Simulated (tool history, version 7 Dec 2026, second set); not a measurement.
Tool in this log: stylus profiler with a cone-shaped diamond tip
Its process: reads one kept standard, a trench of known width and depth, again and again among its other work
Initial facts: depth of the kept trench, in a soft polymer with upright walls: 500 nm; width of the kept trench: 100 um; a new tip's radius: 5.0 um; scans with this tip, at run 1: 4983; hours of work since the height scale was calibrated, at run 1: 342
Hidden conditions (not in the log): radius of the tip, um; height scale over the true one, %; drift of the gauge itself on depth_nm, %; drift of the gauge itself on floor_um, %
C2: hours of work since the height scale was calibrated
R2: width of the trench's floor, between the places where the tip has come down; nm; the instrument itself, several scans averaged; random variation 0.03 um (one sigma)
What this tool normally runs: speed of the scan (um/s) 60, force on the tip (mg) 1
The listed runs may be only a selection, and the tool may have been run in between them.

{"run": 1, "hour": 0.0, "speed of the scan (um/s)": 60, "force on the tip (mg)": 1, "scans with this tip": 4983, "C2": 342, "depth of the trench (Å)": 5038.5, "R2": 94360}
{"run": 2, "hour": 15.7, "speed of the scan (um/s)": 60, "force on the tip (mg)": 1, "scans with this tip": 5143, "C2": 353, "depth of the trench (Å)": 5039, "R2": 94380}
{"run": 3, "hour": 40.9, "speed of the scan (um/s)": 60, "force on the tip (mg)": 1, "scans with this tip": 5399, "C2": 371, "depth of the trench (Å)": 5040.4, "R2": 94320}
{"run": 4, "hour": 62.3, "speed of the scan (um/s)": 60, "force on the tip (mg)": 1, "scans with this tip": 5617, "C2": 386, "depth of the trench (Å)": 5039.1, "R2": 94280}
{"run": 5, "hour": 78.9, "speed of the scan (um/s)": 60, "force on the tip (mg)": 1, "scans with this tip": 5785, "C2": 398, "depth of the trench (Å)": 5040, "R2": 94220}
{"run": 6, "hour": 102.0, "speed of the scan (um/s)": 60, "force on the tip (mg)": 2.47, "scans with this tip": 6021, "C2": 414, "depth of the trench (Å)": 5069.4, "R2": 94380}
{"run": 7, "hour": 128.2, "speed of the scan (um/s)": 60, "force on the tip (mg)": 1, "scans with this tip": 6287, "C2": 432, "depth of the trench (Å)": 5039.5, "R2": 94210}
{"run": 8, "hour": 155.6, "speed of the scan (um/s)": 60, "force on the tip (mg)": 1.06, "scans with this tip": 6566, "C2": 451, "depth of the trench (Å)": 5042.3, "R2": 94190}
{"run": 9, "hour": 175.9, "speed of the scan (um/s)": 60, "force on the tip (mg)": 1.06, "scans with this tip": 6773, "C2": 465, "depth of the trench (Å)": 5042, "R2": 94140}
{"run": 10, "hour": 196.3, "speed of the scan (um/s)": 60, "force on the tip (mg)": 1.06, "scans with this tip": 6980, "C2": 480, "depth of the trench (Å)": 5041.5, "R2": 94130}
{"run": 11, "hour": 221.3, "speed of the scan (um/s)": 60, "force on the tip (mg)": 1.06, "scans with this tip": 7235, "C2": 497, "depth of the trench (Å)": 5045.1, "R2": 94130}
{"run": 12, "hour": 256.7, "speed of the scan (um/s)": 60, "force on the tip (mg)": 1, "scans with this tip": 7596, "C2": 522, "depth of the trench (Å)": 5039.8, "R2": 94060}
{"run": 13, "hour": 281.1, "speed of the scan (um/s)": 25, "force on the tip (mg)": 1, "scans with this tip": 7843, "C2": 539, "depth of the trench (Å)": 5042.2, "R2": 94250}
{"hour": 284.1, "done": "height scale calibrated on a step standard"}
{"run": 14, "hour": 316.6, "speed of the scan (um/s)": 25, "force on the tip (mg)": 1, "scans with this tip": 8200, "C2": 23, "depth of the trench (Å)": 5042.8, "R2": 94210}
{"run": 15, "hour": 352.1, "speed of the scan (um/s)": 25, "force on the tip (mg)": 1, "scans with this tip": 8561, "C2": 48, "depth of the trench (Å)": 5043.6, "R2": 94180}
{"run": 16, "hour": 371.2, "speed of the scan (um/s)": 60, "force on the tip (mg)": 1.31, "scans with this tip": 8756, "C2": 61, "depth of the trench (Å)": 5051.7, "R2": 93990}
{"run": 17, "hour": 403.7, "speed of the scan (um/s)": 60, "force on the tip (mg)": 1.31, "scans with this tip": 9086, "C2": 84, "depth of the trench (Å)": 5051.4, "R2": 93920}
{"run": 18, "hour": 419.3, "speed of the scan (um/s)": 60, "force on the tip (mg)": 1.31, "scans with this tip": 9245, "C2": 95, "depth of the trench (Å)": 5051.1, "R2": 93870}
{"run": 19, "hour": 450.0, "speed of the scan (um/s)": 60, "force on the tip (mg)": 1.31, "scans with this tip": 9557, "C2": 116, "depth of the trench (Å)": 5051, "R2": 93790}
{"run": 20, "hour": 468.6, "speed of the scan (um/s)": 60, "force on the tip (mg)": 1.31, "scans with this tip": 9747, "C2": 129, "depth of the trench (Å)": 5050.1, "R2": 93790}
{"hour": 491.4, "done": "height scale calibrated on a step standard, once more"}
{"run": 21, "hour": 497.9, "speed of the scan (um/s)": 60, "force on the tip (mg)": 2.34, "scans with this tip": 10040, "C2": 5, "depth of the trench (Å)": 5064.4, "R2": 93840}
{"run": 22, "hour": 533.7, "speed of the scan (um/s)": 62, "force on the tip (mg)": 2.34, "scans with this tip": 10404, "C2": 30, "depth of the trench (Å)": 5063.4, "R2": 93800}
{"run": 23, "hour": 569.7, "speed of the scan (um/s)": 60, "force on the tip (mg)": 1, "scans with this tip": 10770, "C2": 55, "depth of the trench (Å)": 5037.6, "R2": 93660}
{"run": 24, "hour": 592.8, "speed of the scan (um/s)": 49, "force on the tip (mg)": 1.75, "scans with this tip": 11006, "C2": 71, "depth of the trench (Å)": 5054.1, "R2": 93720}
{"run": 25, "hour": 610.7, "speed of the scan (um/s)": 32, "force on the tip (mg)": 1.95, "scans with this tip": 11187, "C2": 83, "depth of the trench (Å)": 5057.4, "R2": 93860}
{"run": 26, "hour": 644.5, "speed of the scan (um/s)": 27, "force on the tip (mg)": 0.92, "scans with this tip": 11532, "C2": 107, "depth of the trench (Å)": 5036.3, "R2": 93750}
{"run": 27, "hour": 669.7, "speed of the scan (um/s)": 53, "force on the tip (mg)": 0.57, "scans with this tip": 11789, "C2": 125, "depth of the trench (Å)": 5027, "R2": 93470}
{"run": 28, "hour": 697.9, "speed of the scan (um/s)": 20, "force on the tip (mg)": 1.17, "scans with this tip": 12075, "C2": 144, "depth of the trench (Å)": 5043.3, "R2": 93750}
{"run": 29, "hour": 718.2, "speed of the scan (um/s)": 85, "force on the tip (mg)": 0.46, "scans with this tip": 12282, "C2": 159, "depth of the trench (Å)": 5023.3, "R2": 93050}
{"run": 30, "hour": 747.4, "speed of the scan (um/s)": 21, "force on the tip (mg)": 0.37, "scans with this tip": 12579, "C2": 179, "depth of the trench (Å)": 5020.6, "R2": 93590}
{"run": 31, "hour": 772.5, "speed of the scan (um/s)": 21, "force on the tip (mg)": 0.37, "scans with this tip": 12835, "C2": 197, "depth of the trench (Å)": 5023.3, "R2": 93620}
{"run": 32, "hour": 799.9, "speed of the scan (um/s)": 91, "force on the tip (mg)": 0.46, "scans with this tip": 13114, "C2": 216, "depth of the trench (Å)": 5024.5, "R2": 92910}
{"run": 33, "hour": 816.0, "speed of the scan (um/s)": 78, "force on the tip (mg)": 0.47, "scans with this tip": 13278, "C2": 227, "depth of the trench (Å)": 5025.4, "R2": 93030}
{"run": 34, "hour": 844.7, "speed of the scan (um/s)": 78, "force on the tip (mg)": 0.47, "scans with this tip": 13569, "C2": 247, "depth of the trench (Å)": 5025.5, "R2": 93000}
{"run": 35, "hour": 862.7, "speed of the scan (um/s)": 16, "force on the tip (mg)": 1.12, "scans with this tip": 13753, "C2": 260, "depth of the trench (Å)": 5042, "R2": 93570}
{"run": 36, "hour": 883.1, "speed of the scan (um/s)": 16, "force on the tip (mg)": 1.12, "scans with this tip": 13960, "C2": 274, "depth of the trench (Å)": 5043.1, "R2": 93590}
{"run": 37, "hour": 902.3, "speed of the scan (um/s)": 134, "force on the tip (mg)": 0.83, "scans with this tip": 14156, "C2": 287, "depth of the trench (Å)": 5035.4, "R2": 92730}
{"run": 38, "hour": 925.3, "speed of the scan (um/s)": 134, "force on the tip (mg)": 0.83, "scans with this tip": 14390, "C2": 304, "depth of the trench (Å)": 5036, "R2": 92710}
{"run": 39, "hour": 951.6, "speed of the scan (um/s)": 85, "force on the tip (mg)": 1.48, "scans with this tip": 14657, "C2": 322, "depth of the trench (Å)": 5051.4, "R2": 93180}
{"run": 40, "hour": 979.0, "speed of the scan (um/s)": 85, "force on the tip (mg)": 1.48, "scans with this tip": 14936, "C2": 341, "depth of the trench (Å)": 5051.9, "R2": 93090}
{"run": 41, "hour": 1011.4, "speed of the scan (um/s)": 50, "force on the tip (mg)": 2.9, "scans with this tip": 15266, "C2": 364, "depth of the trench (Å)": 5080.6, "R2": 93350}
{"run": 42, "hour": 1038.7, "speed of the scan (um/s)": 112, "force on the tip (mg)": 1, "scans with this tip": 15544, "C2": 383, "depth of the trench (Å)": 5042.2, "R2": 92790}
{"run": 43, "hour": 1056.6, "speed of the scan (um/s)": 112, "force on the tip (mg)": 1, "scans with this tip": 15726, "C2": 395, "depth of the trench (Å)": 5040.9, "R2": 92790}
{"run": 44, "hour": 1084.1, "speed of the scan (um/s)": 112, "force on the tip (mg)": 1, "scans with this tip": 16007, "C2": 415, "depth of the trench (Å)": 5041.9, "R2": 92730}
{"run": 45, "hour": 1112.4, "speed of the scan (um/s)": 112, "force on the tip (mg)": 0.42, "scans with this tip": 16295, "C2": 434, "depth of the trench (Å)": 5025.9, "R2": 92320}
{"run": 46, "hour": 1140.7, "speed of the scan (um/s)": 60, "force on the tip (mg)": 0.34, "scans with this tip": 16582, "C2": 454, "depth of the trench (Å)": 5025.1, "R2": 92690}

Branching from run 46: 3 alternative next runs. What would each branch give?
{"run": "A", "hour": 1160.4, "speed of the scan (um/s)": 24, "force on the tip (mg)": 0.92, "scans with this tip": 16783, "C2": 468, "depth of the trench (Å)": "?", "R2": "?"}
{"run": "B", "hour": 1160.4, "speed of the scan (um/s)": 17, "force on the tip (mg)": 0.83, "scans with this tip": 16783, "C2": 468, "depth of the trench (Å)": "?", "R2": "?"}
{"run": "C", "hour": 1160.4, "speed of the scan (um/s)": 201, "force on the tip (mg)": 0.61, "scans with this tip": 16783, "C2": 468, "depth of the trench (Å)": "?", "R2": "?"}

run=A depth_of_the_trench_(Å)=5041.4 R2=93160
run=B depth_of_the_trench_(Å)=5039.4 R2=93230
run=C depth_of_the_trench_(Å)=5033.3 R2=91690
With no hidden state in the tool, these same runs would have given:
run=A depth_of_the_trench_(Å)=5033.9 R2=95470
run=B depth_of_the_trench_(Å)=5031.8 R2=95530
run=C depth_of_the_trench_(Å)=5025.7 R2=93990
